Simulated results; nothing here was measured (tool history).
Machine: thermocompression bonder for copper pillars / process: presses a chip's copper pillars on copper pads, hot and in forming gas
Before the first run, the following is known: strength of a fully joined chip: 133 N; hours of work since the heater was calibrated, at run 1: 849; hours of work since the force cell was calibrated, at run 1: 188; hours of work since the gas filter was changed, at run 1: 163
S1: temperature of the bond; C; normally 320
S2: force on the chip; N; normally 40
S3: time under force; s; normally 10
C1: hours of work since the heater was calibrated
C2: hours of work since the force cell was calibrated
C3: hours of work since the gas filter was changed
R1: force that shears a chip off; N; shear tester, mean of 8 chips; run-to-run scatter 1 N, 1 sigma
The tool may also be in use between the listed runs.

{"run": 1, "hour": 0.0, "S1": 320, "S2": 40, "S3": 10, "C1": 849, "C2": 188, "C3": 163, "R1": 89.5}
{"run": 2, "hour": 40.9, "S1": 320, "S2": 40, "S3": 10, "C1": 871, "C2": 210, "C3": 185, "R1": 86.8}
{"run": 3, "hour": 91.4, "S1": 320, "S2": 40, "S3": 10, "C1": 898, "C2": 237, "C3": 212, "R1": 86.6}
{"run": 4, "hour": 132.6, "S1": 320, "S2": 40, "S3": 10, "C1": 920, "C2": 259, "C3": 234, "R1": 87.9}
{"run": 5, "hour": 172.1, "S1": 320, "S2": 30, "S3": 10, "C1": 941, "C2": 281, "C3": 255, "R1": 78.7}
{"run": 6, "hour": 218.5, "S1": 320, "S2": 30, "S3": 10, "C1": 966, "C2": 306, "C3": 280, "R1": 78.9}
{"run": 7, "hour": 244.8, "S1": 320, "S2": 40, "S3": 10, "C1": 980, "C2": 320, "C3": 294, "R1": 88.0}
{"run": 8, "hour": 281.6, "S1": 320, "S2": 40, "S3": 10, "C1": 1000, "C2": 340, "C3": 314, "R1": 86.1}
{"run": 9, "hour": 316.9, "S1": 320, "S2": 40, "S3": 10, "C1": 1019, "C2": 358, "C3": 333, "R1": 86.6}
{"run": 10, "hour": 352.4, "S1": 344, "S2": 40, "S3": 10, "C1": 1038, "C2": 378, "C3": 352, "R1": 100.5}
{"run": 11, "hour": 401.2, "S1": 320, "S2": 40, "S3": 10, "C1": 1064, "C2": 404, "C3": 378, "R1": 84.0}
{"run": 12, "hour": 438.9, "S1": 320, "S2": 40, "S3": 10, "C1": 1085, "C2": 424, "C3": 399, "R1": 85.5}
{"hour": 468.7, "done": "forming gas filter changed"}
{"run": 13, "hour": 489.8, "S1": 320, "S2": 40, "S3": 10, "C1": 1112, "C2": 451, "C3": 11, "R1": 92.6}
{"run": 14, "hour": 532.0, "S1": 320, "S2": 40, "S3": 10, "C1": 1134, "C2": 474, "C3": 34, "R1": 94.2}
{"run": 15, "hour": 561.9, "S1": 320, "S2": 40, "S3": 10, "C1": 1150, "C2": 490, "C3": 50, "R1": 93.6}
{"run": 16, "hour": 585.5, "S1": 320, "S2": 40, "S3": 18, "C1": 1163, "C2": 503, "C3": 63, "R1": 104.5}
{"run": 17, "hour": 610.8, "S1": 320, "S2": 40, "S3": 18, "C1": 1177, "C2": 516, "C3": 76, "R1": 104.6}
{"run": 18, "hour": 653.0, "S1": 320, "S2": 40, "S3": 18, "C1": 1199, "C2": 539, "C3": 99, "R1": 105.3}
{"run": 19, "hour": 701.2, "S1": 320, "S2": 40, "S3": 18, "C1": 1225, "C2": 565, "C3": 125, "R1": 105.2}
{"run": 20, "hour": 746.5, "S1": 320, "S2": 40, "S3": 18, "C1": 1250, "C2": 589, "C3": 149, "R1": 104.6}
{"hour": 751.7, "done": "heater calibrated with a thermocouple chip"}
{"run": 21, "hour": 776.4, "S1": 348, "S2": 50, "S3": 12, "C1": 13, "C2": 604, "C3": 164, "R1": 115.3}
{"run": 22, "hour": 801.6, "S1": 304, "S2": 33, "S3": 9, "C1": 27, "C2": 618, "C3": 178, "R1": 77.0}
{"run": 23, "hour": 836.5, "S1": 304, "S2": 33, "S3": 9, "C1": 46, "C2": 636, "C3": 197, "R1": 76.5}
{"run": 24, "hour": 875.5, "S1": 292, "S2": 55, "S3": 7, "C1": 67, "C2": 657, "C3": 218, "R1": 77.8}
{"run": 25, "hour": 906.6, "S1": 292, "S2": 55, "S3": 7, "C1": 83, "C2": 674, "C3": 234, "R1": 78.2}
{"run": 26, "hour": 956.7, "S1": 292, "S2": 30, "S3": 28, "C1": 110, "C2": 701, "C3": 261, "R1": 91.9}
{"run": 27, "hour": 984.8, "S1": 305, "S2": 39, "S3": 28, "C1": 125, "C2": 716, "C3": 276, "R1": 106.2}
{"run": 28, "hour": 1033.7, "S1": 320, "S2": 36, "S3": 7, "C1": 152, "C2": 742, "C3": 303, "R1": 82.9}
{"hour": 1057.3, "done": "heater calibrated with a thermocouple chip, once more"}
{"run": 29, "hour": 1069.4, "S1": 292, "S2": 47, "S3": 30, "C1": 6, "C2": 761, "C3": 321, "R1": 90.7}
{"run": 30, "hour": 1093.4, "S1": 292, "S2": 47, "S3": 30, "C1": 19, "C2": 773, "C3": 334, "R1": 89.0}
{"run": 31, "hour": 1135.3, "S1": 313, "S2": 42, "S3": 19, "C1": 42, "C2": 796, "C3": 356, "R1": 91.1}
{"run": 32, "hour": 1165.3, "S1": 313, "S2": 42, "S3": 19, "C1": 58, "C2": 812, "C3": 372, "R1": 90.5}
{"run": 33, "hour": 1195.5, "S1": 313, "S2": 42, "S3": 19, "C1": 74, "C2": 828, "C3": 388, "R1": 91.1}
{"run": 34, "hour": 1238.8, "S1": 337, "S2": 38, "S3": 10, "C1": 98, "C2": 852, "C3": 412, "R1": 89.0}
{"hour": 1245.3, "done": "forming gas filter changed"}
{"run": 35, "hour": 1262.4, "S1": 337, "S2": 38, "S3": 10, "C1": 110, "C2": 864, "C3": 9, "R1": 96.7}
{"run": 36, "hour": 1316.8, "S1": 334, "S2": 38, "S3": 5, "C1": 139, "C2": 893, "C3": 38, "R1": 77.4}
{"run": 37, "hour": 1349.8, "S1": 343, "S2": 26, "S3": 7, "C1": 157, "C2": 911, "C3": 56, "R1": 80.3}
{"run": 38, "hour": 1375.9, "S1": 343, "S2": 26, "S3": 7, "C1": 171, "C2": 925, "C3": 70, "R1": 81.6}

What if the next run were any one of these 4? Each begins from the tool's condition after run 38:
{"run": "A", "hour": 1397.8, "S1": 316, "S2": 26, "S3": 14, "C1": 183, "C2": 937, "C3": 82, "R1": "?"}
{"run": "B", "hour": 1397.8, "S1": 290, "S2": 39, "S3": 10, "C1": 183, "C2": 937, "C3": 82, "R1": "?"}
{"run": "C", "hour": 1397.8, "S1": 314, "S2": 25, "S3": 10, "C1": 183, "C2": 937, "C3": 82, "R1": "?"}
{"run": "D", "hour": 1397.8, "S1": 303, "S2": 26, "S3": 7, "C1": 183, "C2": 937, "C3": 82, "R1": "?"}

run=A R1=79.8
run=B R1=65.3
run=C R1=69.2
run=D R1=55.4
With the hidden condition removed and each run's random variation left untouched, the same runs would have given:
run=A R1=78.7
run=B R1=64.0
run=C R1=68.0
run=D R1=54.2
